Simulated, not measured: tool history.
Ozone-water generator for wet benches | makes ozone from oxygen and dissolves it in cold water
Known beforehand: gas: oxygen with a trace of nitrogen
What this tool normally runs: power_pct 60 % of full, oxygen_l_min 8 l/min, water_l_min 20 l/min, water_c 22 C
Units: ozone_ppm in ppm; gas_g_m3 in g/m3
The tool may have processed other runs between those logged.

run,hour,power_pct,oxygen_l_min,water_l_min,water_c,ozone_ppm,gas_g_m3
1,0,60,8,20,22,17.3,123.3
2,203.2,60,4.42,20,22,16.6,159.4
3,361.4,60,4.42,20,22,16.8,161.4
4,481.2,60,4.42,20,22,16.7,161.3
5,680.6,60,4.42,20,22,16.7,159.3
6,854.7,60,4.42,20,22,16.8,159.4
7,994.2,60,8,20,16,18.9,122.5
8,1086.4,60,8,20,16,19,121.5
9,1274.7,81,8,20,16,22.5,143.7
10,1421.3,71,4.38,23,25,15.4,174
11,1611,71,4.38,23,25,15.3,173.3
12,1796.3,71,4.38,23,25,15.2,168.9
13,1997.9,71,7.87,23,18,17.6,130.9
14,2194.1,71,7.87,23,29,14.4,131.9
# hour 2299.3: water thermometer calibrated
15,2369.3,71,7.87,23,29,14.3,130.1

Each run again, without the hidden state but with its own random variation kept:
Hidden conditions of the tool in this case: yield of the discharge, % of new electrodes'; contactor's efficiency, % of a clean one's; true water temperature over the reading, C; drift of the gauge itself on ozone_ppm, %; drift of the gauge itself on gas_g_m3, %.
run,ozone_ppm,gas_g_m3
1,18.6,131.5
2,18,170.5
3,18.2,173.2
4,18.2,173.5
5,18.3,172.1
6,18.5,172.9
7,20.8,133.3
8,21,132.5
9,25.5,160
10,17.4,192.9
11,17.4,192.9
12,17.4,189.1
13,20.2,147.1
14,16.7,148.9
15,16.6,147.5

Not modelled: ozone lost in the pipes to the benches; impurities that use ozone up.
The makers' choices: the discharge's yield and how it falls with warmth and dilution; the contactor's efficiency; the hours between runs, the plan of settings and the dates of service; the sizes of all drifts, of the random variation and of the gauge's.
